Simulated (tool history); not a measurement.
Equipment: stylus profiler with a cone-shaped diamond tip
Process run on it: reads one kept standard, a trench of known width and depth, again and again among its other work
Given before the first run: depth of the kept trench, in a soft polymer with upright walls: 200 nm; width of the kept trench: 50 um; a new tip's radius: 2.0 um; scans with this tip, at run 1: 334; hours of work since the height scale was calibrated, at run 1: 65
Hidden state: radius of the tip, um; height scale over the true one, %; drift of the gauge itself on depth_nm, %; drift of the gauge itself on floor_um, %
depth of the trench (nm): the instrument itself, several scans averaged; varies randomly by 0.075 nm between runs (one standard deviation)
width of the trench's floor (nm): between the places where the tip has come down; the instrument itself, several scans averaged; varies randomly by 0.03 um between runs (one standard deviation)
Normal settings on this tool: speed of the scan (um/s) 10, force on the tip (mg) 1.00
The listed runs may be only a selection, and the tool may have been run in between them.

| run | day | speed of the scan (um/s) | force on the tip (mg) | scans with this tip | hours of work since the height scale was calibrated | depth of the trench (nm) | width of the trench's floor (nm) |
|---|---|---|---|---|---|---|---|
| 1 | 0.000 | 10 | 1.00 | 334 | 65 | 201.32 | 48240 |
| 2 | 0.754 | 10 | 0.35 | 371 | 73 | 200.70 | 48130 |
| 3 | 1.146 | 15 | 1.00 | 391 | 76 | 201.40 | 48140 |
| 4 | 1.783 | 15 | 1.00 | 422 | 83 | 201.45 | 48130 |
| 5 | 2.371 | 15 | 1.00 | 451 | 88 | 201.40 | 48160 |
| 6 | 3.117 | 3 | 1.00 | 489 | 96 | 201.49 | 48190 |
| 7 | 3.700 | 10 | 1.00 | 518 | 101 | 201.49 | 48180 |
| 8 | 4.304 | 10 | 2.90 | 548 | 107 | 202.89 | 48260 |
| 9 | 5.058 | 15 | 1.00 | 585 | 114 | 201.33 | 48130 |
| 10 | 5.833 | 10 | 1.00 | 624 | 122 | 201.41 | 48230 |
| 11 | 6.642 | 10 | 2.70 | 664 | 130 | 202.83 | 48230 |
| 12 | 7.404 | 2 | 2.70 | 702 | 137 | 202.70 | 48210 |
| 13 | 8.100 | 10 | 1.00 | 736 | 144 | 201.33 | 48210 |
| 14 | 8.938 | 10 | 1.21 | 778 | 152 | 201.71 | 48220 |
| 15 | 9.588 | 23 | 0.79 | 810 | 158 | 201.09 | 48120 |
| 16 | 10.188 | 11 | 0.88 | 840 | 164 | 201.29 | 48170 |
| 17 | 10.750 | 17 | 1.27 | 868 | 170 | 201.49 | 48170 |
| 18 | 11.350 | 4 | 0.39 | 898 | 176 | 200.75 | 48240 |
| 19 | 11.908 | 4 | 0.39 | 926 | 181 | 200.78 | 48210 |

What does the tool deliver on the next run?
| 20 | 12.367 | 7 | 0.53 | 949 | 186 | ? | ? |

{"run 20": {"depth of the trench (nm)": 200.85, "width of the trench's floor (nm)": 48190}}
Minus the tool's unlogged condition, the same run would have read depth of the trench (nm) 200.85, width of the trench's floor (nm) 48190.
